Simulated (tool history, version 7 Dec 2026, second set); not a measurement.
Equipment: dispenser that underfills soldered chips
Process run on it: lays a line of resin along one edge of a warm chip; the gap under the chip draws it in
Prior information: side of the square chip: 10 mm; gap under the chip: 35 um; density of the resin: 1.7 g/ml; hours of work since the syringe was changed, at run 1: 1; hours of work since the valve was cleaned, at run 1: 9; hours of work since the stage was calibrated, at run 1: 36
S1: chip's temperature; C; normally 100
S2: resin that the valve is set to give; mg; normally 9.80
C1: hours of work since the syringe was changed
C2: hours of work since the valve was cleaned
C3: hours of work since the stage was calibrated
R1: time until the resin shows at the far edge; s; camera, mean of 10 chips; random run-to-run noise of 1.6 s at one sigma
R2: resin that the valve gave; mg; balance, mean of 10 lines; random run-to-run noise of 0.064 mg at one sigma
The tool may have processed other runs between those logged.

run,day,S1,S2,C1,C2,C3,R1,R2
1,0.000,100,9.80,1,9,36,171.1,9.83
2,0.196,100,9.80,4,12,39,226.7,9.90
3,0.354,100,9.80,7,14,41,270.6,9.67
# day 0.417: new syringe of resin
4,0.575,100,10.11,2,17,45,185.7,10.14
5,0.725,100,10.11,5,20,47,225.6,10.05
6,0.858,100,11.86,7,22,49,269.0,11.73
# day 0.912: new syringe of resin
7,1.100,107,9.80,3,25,53,159.6,9.69
8,1.325,107,9.80,6,29,56,204.9,9.53
# day 1.412: new syringe of resin
9,1.442,100,9.80,0,31,58,161.0,9.71
10,1.650,100,9.80,4,34,61,203.9,9.70
11,1.833,100,9.80,7,37,64,263.8,9.67
# day 1.921: new syringe of resin
12,2.033,100,9.80,2,39,67,179.9,9.51
13,2.175,100,9.80,4,42,69,213.4,9.62
14,2.304,100,9.80,6,44,71,252.4,9.69
# day 2.429: new syringe of resin
15,2.512,100,9.80,1,47,74,170.8,9.61
16,2.629,100,9.80,3,49,76,198.6,9.60
17,2.833,100,9.80,6,52,79,259.0,9.56
# day 2.938: new syringe of resin
18,3.067,100,9.80,2,55,82,185.4,9.50
19,3.275,100,9.80,5,58,86,237.8,9.57
# day 3.429: new syringe of resin
20,3.467,101,9.06,1,61,88,156.8,8.79
21,3.700,91,9.80,4,65,92,291.1,9.43
22,3.829,100,10.41,6,67,94,257.3,10.04
# day 3.925: new syringe of resin
23,4.079,112,9.53,2,70,98,125.0,9.17
24,4.246,112,9.53,5,73,100,155.9,9.22
25,4.396,112,9.53,7,75,103,197.5,9.05
# day 4.425: new syringe of resin
26,4.621,99,10.40,3,79,106,201.8,9.96
27,4.833,112,11.16,6,82,109,175.1,10.66
# day 4.917: new syringe of resin
28,5.071,112,11.16,2,85,113,124.3,10.61
29,5.208,103,10.46,4,87,115,196.6,9.94
30,5.342,103,10.46,7,90,117,232.2,9.91
# day 5.421: new syringe of resin
31,5.467,86,9.55,1,91,119,259.9,9.08
32,5.667,96,10.63,4,94,122,235.6,10.04
33,5.783,98,10.41,6,96,123,258.8,9.87
# day 5.917: new syringe of resin
34,6.004,98,10.41,1,99,127,181.2,9.89
35,6.146,100,9.85,4,102,129,204.1,9.39
36,6.250,100,9.85,5,103,130,234.8,9.24

Branching from run 36: 4 alternative next runs. What would each branch give?
A,6.392,100,10.77,7,105,133,?,?
B,6.392,87,9.87,7,105,133,?,?
C,6.392,115,10.46,7,105,133,?,?
D,6.392,108,10.38,7,105,133,?,?

run,R1,R2
A,282.0,10.18
B,444.4,9.35
C,176.2,9.78
D,215.6,9.79
Stripped of hidden state, with their random variation kept, the same runs would have yielded:
run,R1,R2
A,156.1,10.81
B,246.1,9.92
C,97.5,10.39
D,119.2,10.40
